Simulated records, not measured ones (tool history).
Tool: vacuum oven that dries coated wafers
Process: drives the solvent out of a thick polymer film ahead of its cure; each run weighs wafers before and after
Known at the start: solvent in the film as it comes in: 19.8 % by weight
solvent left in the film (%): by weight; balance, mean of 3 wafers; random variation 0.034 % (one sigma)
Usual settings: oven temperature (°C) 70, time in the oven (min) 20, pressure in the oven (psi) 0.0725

| run | hour | oven temperature (°C) | time in the oven (min) | pressure in the oven (psi) | solvent left in the film (%) |
|---|---|---|---|---|---|
| 1 | 0 | 70 | 20 | 0.0725 | 1.35 |
| 2 | 55.8 | 70 | 15 | 0.0725 | 2.35 |
| 3 | 88 | 70 | 20 | 0.0725 | 1.32 |
| 4 | 120.8 | 70 | 20 | 0.0725 | 1.25 |
| 5 | 164.2 | 58 | 20 | 0.0725 | 4.36 |
| 6 | 193.9 | 58 | 20 | 0.0725 | 4.45 |
| 7 | 247.2 | 61 | 20 | 0.1096 | 3.62 |
| 8 | 285.6 | 83 | 22 | 0.2676 | 0.52 |
| 9 | 316.6 | 62 | 18 | 0.0521 | 3.65 |
| 10 | 361.1 | 62 | 18 | 0.0521 | 3.6 |
| 11 | 395.9 | 56 | 30 | 0.2631 | 3.87 |

5 ways to go on from here, each from the tool as it stands after run 11. What would each give?
| A | 425.4 | 56 | 30 | 0.0576 | ? |
| B | 425.4 | 67 | 21 | 0.0962 | ? |
| C | 425.4 | 56 | 30 | 0.2792 | ? |
| D | 425.4 | 78 | 20 | 0.0725 | ? |
| E | 425.4 | 74 | 12 | 0.2754 | ? |

| run | solvent left in the film (%) |
|---|---|
| A | 2.87 |
| B | 1.79 |
| C | 3.91 |
| D | 0.44 |
| E | 2.85 |
Without the tool's hidden state the same runs would have given:
| run | solvent left in the film (%) |
|---|---|
| A | 2.85 |
| B | 1.78 |
| C | 3.89 |
| D | 0.44 |
| E | 2.84 |
